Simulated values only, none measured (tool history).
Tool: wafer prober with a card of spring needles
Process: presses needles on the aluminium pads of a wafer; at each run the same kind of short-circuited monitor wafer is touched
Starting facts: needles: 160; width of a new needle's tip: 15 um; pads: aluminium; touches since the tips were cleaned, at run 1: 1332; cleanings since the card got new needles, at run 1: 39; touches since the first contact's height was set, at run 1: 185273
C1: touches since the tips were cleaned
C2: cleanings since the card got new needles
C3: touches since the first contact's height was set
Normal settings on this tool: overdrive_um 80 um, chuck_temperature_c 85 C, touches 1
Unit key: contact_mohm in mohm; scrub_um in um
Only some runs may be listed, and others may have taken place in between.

run 1 hour=0.0 | overdrive_um=80 chuck_temperature_c=85 touches=1 | C1=1332 C2=39 C3=185273 | contact_mohm=111 scrub_um=14.40
-- hour=8.6 tips cleaned on abrasive film
-- hour=21.7 tips cleaned on abrasive film
run 2 hour=21.7 | overdrive_um=80 chuck_temperature_c=85 touches=1 | C1=0 C2=41 C3=191885 | contact_mohm=111 scrub_um=14.35
-- hour=35.9 tips cleaned on abrasive film
-- hour=50.1 tips cleaned on abrasive film
run 3 hour=50.2 | overdrive_um=80 chuck_temperature_c=85 touches=1 | C1=34 C2=43 C3=200575 | contact_mohm=111 scrub_um=14.43
-- hour=63.5 tips cleaned on abrasive film
run 4 hour=75.1 | overdrive_um=80 chuck_temperature_c=85 touches=1 | C1=3547 C2=44 C3=208164 | contact_mohm=113 scrub_um=14.41
-- hour=76.8 tips cleaned on abrasive film
run 5 hour=88.4 | overdrive_um=80 chuck_temperature_c=85 touches=1 | C1=3570 C2=45 C3=212234 | contact_mohm=112 scrub_um=14.49
-- hour=91.4 tips cleaned on abrasive film
-- hour=104.7 tips cleaned on abrasive film
run 6 hour=110.1 | overdrive_um=80 chuck_temperature_c=85 touches=1 | C1=1675 C2=47 C3=218835 | contact_mohm=109 scrub_um=14.56
-- hour=119.4 tips cleaned on abrasive film
run 7 hour=125.9 | overdrive_um=80 chuck_temperature_c=85 touches=1 | C1=2005 C2=48 C3=223660 | contact_mohm=110 scrub_um=14.46
-- hour=132.9 tips cleaned on abrasive film
-- hour=146.3 tips cleaned on abrasive film
run 8 hour=147.8 | overdrive_um=80 chuck_temperature_c=73 touches=3 | C1=459 C2=50 C3=230311 | contact_mohm=110 scrub_um=14.61
-- hour=160.9 tips cleaned on abrasive film
run 9 hour=166.7 | overdrive_um=88 chuck_temperature_c=39 touches=3 | C1=1791 C2=51 C3=236093 | contact_mohm=103 scrub_um=15.97
-- hour=172.3 height of the first contact set anew
-- hour=174.2 tips cleaned on abrasive film
run 10 hour=184.2 | overdrive_um=88 chuck_temperature_c=39 touches=3 | C1=3062 C2=52 C3=3624 | contact_mohm=101 scrub_um=16.04
-- hour=188.7 tips cleaned on abrasive film
run 11 hour=199.4 | overdrive_um=62 chuck_temperature_c=35 touches=1 | C1=3287 C2=53 C3=8280 | contact_mohm=107 scrub_um=11.30
-- hour=201.8 tips cleaned on abrasive film
-- hour=216.9 tips cleaned on abrasive film
run 12 hour=225.9 | overdrive_um=80 chuck_temperature_c=85 touches=2 | C1=2756 C2=55 C3=16345 | contact_mohm=113 scrub_um=14.68

What differs in the tool's unlogged condition from the final listed run ahead of each entry between runs to the first listed run following it?
Between runs 1 and 2: tips cleaned on abrasive film (hour 8.6); tips cleaned on abrasive film (hour 21.7)
  debris on the tips, nm: 1.4 -> 0.2; drift of the gauge itself on scrub_um, %: 0 -> 0.18
  what was measured, less what the result would be without the hidden state, scrub_um: -0.02 -> +0.02 um
Between runs 2 and 3: tips cleaned on abrasive film (hour 35.9); tips cleaned on abrasive film (hour 50.1)
  way that the needles fall short of the set height, um: 0.07 -> 0.08; drift of the gauge itself on scrub_um, %: 0.18 -> 0.43
  what was measured, less what the result would be without the hidden state, scrub_um: +0.02 -> +0.04 um
Between runs 3 and 4: tips cleaned on abrasive film (hour 63.5)
  debris on the tips, nm: 0.2 -> 2.3; drift of the gauge itself on scrub_um, %: 0.43 -> 0.64
  what was measured, less what the result would be without the hidden state, scrub_um: +0.04 -> +0.08 um
Between runs 4 and 5: tips cleaned on abrasive film (hour 76.8)
  drift of the gauge itself on scrub_um, %: 0.64 -> 0.75
  what was measured, less what the result would be without the hidden state, scrub_um: +0.08 -> +0.09 um
Between runs 5 and 6: tips cleaned on abrasive film (hour 91.4); tips cleaned on abrasive film (hour 104.7)
  debris on the tips, nm: 2.3 -> 1.6; way that the needles fall short of the set height, um: 0.08 -> 0.09; drift of the gauge itself on scrub_um, %: 0.75 -> 0.94
  what was measured, less what the result would be without the hidden state, scrub_um: +0.09 -> +0.12 um
Between runs 6 and 7: tips cleaned on abrasive film (hour 119.4)
  debris on the tips, nm: 1.6 -> 1.8; drift of the gauge itself on scrub_um, %: 0.94 -> 1.07
  what was measured, less what the result would be without the hidden state, scrub_um: +0.12 -> +0.14 um
Between runs 7 and 8: tips cleaned on abrasive film (hour 132.9); tips cleaned on abrasive film (hour 146.3)
  debris on the tips, nm: 1.8 -> 0.6; drift of the gauge itself on scrub_um, %: 1.07 -> 1.26
  what was measured, less what the result would be without the hidden state, scrub_um: +0.14 -> +0.16 um
Between runs 8 and 9: tips cleaned on abrasive film (hour 160.9)
  debris on the tips, nm: 0.6 -> 1.7; drift of the gauge itself on scrub_um, %: 1.26 -> 1.42
  what was measured, less what the result would be without the hidden state, scrub_um: +0.16 -> +0.20 um
Between runs 9 and 10: height of the first contact set anew (hour 172.3); tips cleaned on abrasive film (hour 174.2)
  debris on the tips, nm: 1.7 -> 2.3; way that the needles fall short of the set height, um: 0.09 -> 0; drift of the gauge itself on scrub_um, %: 1.42 -> 1.57
  what was measured, less what the result would be without the hidden state, scrub_um: +0.20 -> +0.25 um
Between runs 10 and 11: tips cleaned on abrasive film (hour 188.7)
  debris on the tips, nm: 2.3 -> 2.2; drift of the gauge itself on scrub_um, %: 1.57 -> 1.7
  what was measured, less what the result would be without the hidden state, scrub_um: +0.25 -> +0.18 um
Between runs 11 and 12: tips cleaned on abrasive film (hour 201.8); tips cleaned on abrasive film (hour 216.9)
  debris on the tips, nm: 2.2 -> 2.1; way that the needles fall short of the set height, um: 0 -> 0.01; tips' diameter, um: 15.03 -> 15.04; drift of the gauge itself on scrub_um, %: 1.7 -> 1.92
  what was measured, less what the result would be without the hidden state, scrub_um: +0.18 -> +0.28 um
